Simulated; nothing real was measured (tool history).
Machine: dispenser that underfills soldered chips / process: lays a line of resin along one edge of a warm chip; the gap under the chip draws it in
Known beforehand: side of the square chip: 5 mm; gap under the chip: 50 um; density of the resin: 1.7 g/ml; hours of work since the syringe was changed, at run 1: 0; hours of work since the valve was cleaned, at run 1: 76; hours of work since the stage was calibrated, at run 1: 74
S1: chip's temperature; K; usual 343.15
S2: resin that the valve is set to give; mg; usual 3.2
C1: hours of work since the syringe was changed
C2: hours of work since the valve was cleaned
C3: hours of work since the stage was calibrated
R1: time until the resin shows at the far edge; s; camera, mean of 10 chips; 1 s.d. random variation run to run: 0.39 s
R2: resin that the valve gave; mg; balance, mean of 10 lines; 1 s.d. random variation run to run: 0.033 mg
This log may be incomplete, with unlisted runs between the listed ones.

run 1 hour=0 | S1=343.15 S2=3.2 | C1=0 C2=76 C3=74 | R1=24.7 R2=3.03
-- hour=8.1 new syringe of resin
run 2 hour=8.8 | S1=343.15 S2=3.2 | C1=0 C2=82 C3=79 | R1=26.2 R2=3.01
-- hour=16.5 new syringe of resin
run 3 hour=16.5 | S1=343.15 S2=3.2 | C1=0 C2=87 C3=84 | R1=24.7 R2=3.06
-- hour=25 new syringe of resin
run 4 hour=25 | S1=343.15 S2=3.2 | C1=0 C2=92 C3=89 | R1=25.2 R2=3.03
-- hour=33.9 new syringe of resin
run 5 hour=35.7 | S1=343.15 S2=3.2 | C1=1 C2=99 C3=96 | R1=26.8 R2=3.01
-- hour=42.8 new syringe of resin
run 6 hour=42.9 | S1=334.15 S2=3.2 | C1=0 C2=103 C3=100 | R1=35 R2=3.05
-- hour=52.1 new syringe of resin
run 7 hour=52.4 | S1=343.15 S2=2.82 | C1=0 C2=109 C3=106 | R1=26.5 R2=2.59
-- hour=60.8 new syringe of resin
run 8 hour=64.4 | S1=343.15 S2=2.82 | C1=2 C2=116 C3=114 | R1=28.8 R2=2.6
-- hour=66.3 dispensing valve cleaned and set on the balance
-- hour=70.2 new syringe of resin
run 9 hour=74.8 | S1=332.15 S2=3.2 | C1=3 C2=5 C3=119 | R1=42.9 R2=3.23
-- hour=78.8 new syringe of resin
run 10 hour=81.9 | S1=343.15 S2=3.86 | C1=2 C2=10 C3=124 | R1=26.7 R2=3.83
-- hour=87.2 new syringe of resin
run 11 hour=88.4 | S1=357.15 S2=3.39 | C1=1 C2=14 C3=128 | R1=16 R2=3.35
-- hour=96 new syringe of resin
run 12 hour=100 | S1=354.15 S2=3.42 | C1=3 C2=21 C3=135 | R1=19.6 R2=3.35
-- hour=104.6 new syringe of resin
run 13 hour=108.1 | S1=354.15 S2=3.42 | C1=2 C2=26 C3=140 | R1=19.6 R2=3.29
-- hour=113.5 new syringe of resin
run 14 hour=118.4 | S1=354.15 S2=3.42 | C1=3 C2=32 C3=146 | R1=19.8 R2=3.35
-- hour=122.6 new syringe of resin
run 15 hour=130.6 | S1=354.15 S2=3.42 | C1=5 C2=40 C3=154 | R1=22.1 R2=3.32
-- hour=131.7 new syringe of resin
run 16 hour=138.7 | S1=354.15 S2=3.42 | C1=4 C2=45 C3=159 | R1=21.6 R2=3.32
-- hour=140.3 new syringe of resin
run 17 hour=146.6 | S1=344.15 S2=3.42 | C1=4 C2=50 C3=164 | R1=28.4 R2=3.27
-- hour=149 new syringe of resin
run 18 hour=156.1 | S1=357.15 S2=3.33 | C1=5 C2=55 C3=170 | R1=19.2 R2=3.19
-- hour=157.6 new syringe of resin
-- hour=167 new syringe of resin
run 19 hour=168.9 | S1=329.15 S2=3.88 | C1=1 C2=63 C3=177 | R1=42.1 R2=3.71

Alternative continuations, all from the tool just after run 19; predict every row:
-- hour=175.4 new syringe of resin
run A hour=179.7 | S1=333.15 S2=2.89 | C1=3 C2=70 C3=184 | R1=? R2=?
-- hour=175.4 new syringe of resin
run B hour=179.7 | S1=341.15 S2=3.88 | C1=3 C2=70 C3=184 | R1=? R2=?
-- hour=175.4 new syringe of resin
run C hour=179.7 | S1=344.15 S2=3.32 | C1=3 C2=70 C3=184 | R1=? R2=?
-- hour=175.4 new syringe of resin
run D hour=179.7 | S1=346.15 S2=3.48 | C1=3 C2=70 C3=184 | R1=? R2=?
-- hour=175.4 new syringe of resin
run E hour=179.7 | S1=353.15 S2=3.36 | C1=3 C2=70 C3=184 | R1=? R2=?

run=A R1=41.5 R2=2.76
run=B R1=29.4 R2=3.72
run=C R1=27.9 R2=3.19
run=D R1=25.7 R2=3.33
run=E R1=19.8 R2=3.22
Without the tool's unlogged condition, the same runs would have read:
run=A R1=37.2 R2=2.89
run=B R1=26.5 R2=3.9
run=C R1=25 R2=3.34
run=D R1=23.1 R2=3.49
run=E R1=17.7 R2=3.37
